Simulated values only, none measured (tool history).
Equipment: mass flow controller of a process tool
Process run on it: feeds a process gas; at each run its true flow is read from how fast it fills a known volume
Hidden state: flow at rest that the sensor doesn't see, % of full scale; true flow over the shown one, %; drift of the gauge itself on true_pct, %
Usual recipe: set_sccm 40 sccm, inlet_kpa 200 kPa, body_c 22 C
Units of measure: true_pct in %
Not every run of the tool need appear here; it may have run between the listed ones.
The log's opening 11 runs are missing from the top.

run,day,set_sccm,inlet_kpa,body_c,hours of work since the controller was set to zero,hours of work since the controller was changed,true_pct
12,130.321,40,186,30,2474,2474,99.59
# day 131.267: controller's zero set anew
13,147.808,40,200,38,142,2624,99.25
14,162.279,40,200,38,267,2748,99.22
15,174.662,40,200,38,373,2855,99.35
16,183.521,40,200,38,449,2931,99.45
17,199.25,40,200,38,584,3066,99.4
18,213.388,89,196,33,706,3188,100.7
# day 225.492: controller's zero set anew, once more
19,229.35,57,266,36,33,3325,100.01
20,243.154,12,200,22,152,3443,99.73
21,260.05,30,255,22,297,3589,100.45
22,268.738,38,180,30,372,3663,99.56
23,286.217,40,141,33,522,3813,99.05
24,299.108,28,200,30,633,3924,99.61
25,309.004,11,200,22,718,4009,100.23
26,320.933,43,200,21,820,4112,100.53
27,336.658,33,194,22,955,4247,100.3
28,345.504,33,194,22,1031,4323,100.34
29,354.546,11,200,22,1109,4401,100.65
30,368.325,54,186,24,1228,4519,100.57

Predict each of these 5 candidate next runs independently; none follows another, all start after run 30:
A,379.533,21,160,29,1324,4615,?
B,379.533,40,223,22,1324,4615,?
C,379.533,22,205,28,1324,4615,?
D,379.533,54,186,24,1324,4615,?
E,379.533,40,171,29,1324,4615,?

run,true_pct
A,99.81
B,100.94
C,100.11
D,100.8
E,100.11
Stripped of hidden state, with their random variation kept, the same runs would have yielded:
run,true_pct
A,97.46
B,98.91
C,97.79
D,98.86
E,98.08
